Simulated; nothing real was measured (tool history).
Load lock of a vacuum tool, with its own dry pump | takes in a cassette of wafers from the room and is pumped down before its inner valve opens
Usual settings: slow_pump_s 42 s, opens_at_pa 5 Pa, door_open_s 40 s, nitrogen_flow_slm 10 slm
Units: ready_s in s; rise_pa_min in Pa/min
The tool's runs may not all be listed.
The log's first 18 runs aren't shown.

run	hour	slow_pump_s	opens_at_pa	door_open_s	nitrogen_flow_slm	hours that the pump has run since its overhaul	times that the door has closed on its seal	incoming humidity of the room's air, %	ready_s	rise_pa_min
19	9003	41	5	40	37	9190	16287	43.5	64.4	0.074
20	9400.8	41	5	40	37	9588	16708	43.5	65.2	0.079
21	10027.2	42	5	40	32	10215	17372	45.2	65.2	0.088
22	10487.5	39	7	43	9	10675	17859	42.2	62	0.104
23	10979.4	42	5	112	10	11167	18381	43.6	65.5	0.16
24	11675.2	37	9	75	10	11863	19118	46.6	59.2	0.136
25	12238.4	37	9	75	10	12426	19715	45.6	59.7	0.142
26	12854.6	37	9	75	10	13042	20367	39.5	60.2	0.134
27	13505.1	37	9	75	10	13693	21057	43.4	58.9	0.147
28	14134.1	37	7	75	20	14322	21723	45.8	61.3	0.134
29	14722	37	7	75	20	14909	22346	47.2	60.9	0.134
30	15315	42	10	40	10	15502	22974	42.7	63.2	0.124
31	15951.8	42	10	40	10	16139	23649	42.4	63.6	0.131
32	16303.6	42	10	40	10	16491	24022	46.7	64.3	0.135
33	16636.2	63	6	87	8	16824	24374	46.5	84.3	0.181
34	17225.9	63	6	87	8	17413	24999	43	85.2	0.172
35	17737.1	42	5	47	10	17924	25541	46	66.5	0.145
36	18144	42	5	47	10	18331	25972	48.5	66.9	0.159
37	18624.1	22	5	66	5	18811	26481	43.6	49.2	0.177
# hour 18849.7: dry pump taken out, an overhauled one fitted
38	19235.3	76	9	94	5	386	27122	48.8	93.1	0.215

3 ways to go on from here, each from the tool as it stands after run 38. What would each give?
A	19779.4	76	9	164	9	930	27698	42.6	?	?
B	19779.4	42	4	40	10	930	27698	41.9	?	?
C	19779.4	42	9	40	10	930	27698	42.1	?	?

run	ready_s	rise_pa_min
A	93.8	0.227
B	64.5	0.149
C	62.6	0.147
Without the tool's hidden state the same runs would have given:
run	ready_s	rise_pa_min
A	93.5	0.13
B	64.1	0.049
C	62.2	0.049
